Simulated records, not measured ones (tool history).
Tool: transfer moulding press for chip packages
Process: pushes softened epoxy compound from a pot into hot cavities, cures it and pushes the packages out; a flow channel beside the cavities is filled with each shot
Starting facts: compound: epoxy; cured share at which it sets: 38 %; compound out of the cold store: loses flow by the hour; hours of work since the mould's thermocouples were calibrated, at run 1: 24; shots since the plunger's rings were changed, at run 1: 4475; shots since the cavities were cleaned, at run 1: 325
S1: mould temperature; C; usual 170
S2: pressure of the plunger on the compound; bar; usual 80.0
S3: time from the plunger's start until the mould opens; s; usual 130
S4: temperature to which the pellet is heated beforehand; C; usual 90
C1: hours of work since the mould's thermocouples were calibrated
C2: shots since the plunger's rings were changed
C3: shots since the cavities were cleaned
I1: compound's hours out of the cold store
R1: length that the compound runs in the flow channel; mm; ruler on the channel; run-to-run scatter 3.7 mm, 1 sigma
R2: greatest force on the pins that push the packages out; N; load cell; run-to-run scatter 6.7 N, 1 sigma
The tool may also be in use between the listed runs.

run	day	S1	S2	S3	S4	C1	C2	C3	I1	R1	R2
1	0.000	170	80.0	130	90	24	4475	325	26.1	529	388
# day 1.321: plunger's sealing rings changed
# day 1.742: cavities cleaned with cleaning compound and waxed
2	2.562	170	80.0	130	90	52	187	130	40.9	533	315
3	4.742	170	80.0	130	90	77	530	473	25.4	556	431
# day 5.388: cavities cleaned with cleaning compound and waxed
4	7.067	170	80.0	130	90	103	887	265	28.4	553	374
# day 9.008: cavities cleaned with cleaning compound and waxed
5	9.162	175	80.0	130	90	127	1208	25	9.3	585	255
6	10.479	175	80.0	130	90	142	1415	232	45.9	503	335
7	12.333	175	80.0	130	90	164	1708	525	36.9	519	398
# day 12.712: cavities cleaned with cleaning compound and waxed
8	14.025	175	80.0	130	90	183	1965	207	44.4	499	335
# day 16.329: cavities cleaned with cleaning compound and waxed
9	16.350	170	60.6	130	90	209	2321	3	13.4	503	283
10	18.921	170	60.6	130	90	239	2727	409	27.0	472	433
# day 20.029: cavities cleaned with cleaning compound and waxed
11	21.325	170	80.0	130	90	266	3096	204	39.5	510	353
12	22.633	170	80.0	130	90	281	3303	411	20.7	554	412
# day 23.638: cavities cleaned with cleaning compound and waxed
13	24.121	170	80.0	118	90	298	3527	76	10.8	575	349
14	26.454	170	80.0	118	90	325	3895	444	44.7	496	460
# day 27.321: cavities cleaned with cleaning compound and waxed
15	28.133	171	95.5	159	90	344	4150	128	38.5	550	299
# day 28.325: mould's thermocouples calibrated
16	29.854	171	95.5	159	90	18	4408	386	25.5	587	365
# day 30.979: cavities cleaned with cleaning compound and waxed
17	31.442	170	80.0	115	90	35	4649	73	45.4	490	351
# day 31.692: plunger's sealing rings changed
18	33.967	177	80.0	130	90	64	358	454	15.1	574	395
# day 34.838: cavities cleaned with cleaning compound and waxed
# day 35.521: mould's thermocouples calibrated, once more
19	35.896	177	80.0	130	90	4	640	154	44.3	512	306
20	37.554	174	80.0	130	98	24	901	415	28.8	541	385
# day 38.517: cavities cleaned with cleaning compound and waxed
21	39.050	174	80.0	130	98	40	1127	84	34.5	534	275
22	40.104	170	80.0	146	95	52	1293	250	18.9	566	345
23	41.388	170	80.0	146	95	67	1496	453	37.7	524	384
# day 42.108: cavities cleaned with cleaning compound and waxed
24	42.971	170	80.0	146	95	85	1736	136	42.1	517	297
25	45.425	166	80.0	162	90	114	2122	522	41.8	516	408
# day 45.833: cavities cleaned with cleaning compound and waxed
26	46.721	169	65.1	130	99	128	2317	140	28.5	482	337
27	48.458	169	78.2	130	82	148	2591	414	40.2	509	430
# day 49.450: cavities cleaned with cleaning compound and waxed
28	50.521	169	78.2	130	82	171	2906	168	12.3	568	361

Forecast each of these 3 alternatives for the next run:
A	52.638	170	77.1	111	90	196	3240	502	15.8	?	?
B	52.638	172	78.2	122	85	196	3240	502	22.7	?	?
C	52.638	169	77.2	130	82	196	3240	502	32.5	?	?

run	R1	R2
A	552	541
B	535	437
C	518	441
With the hidden condition removed and each run's random variation left untouched, the same runs would have given:
run	R1	R2
A	578	325
B	560	268
C	541	268
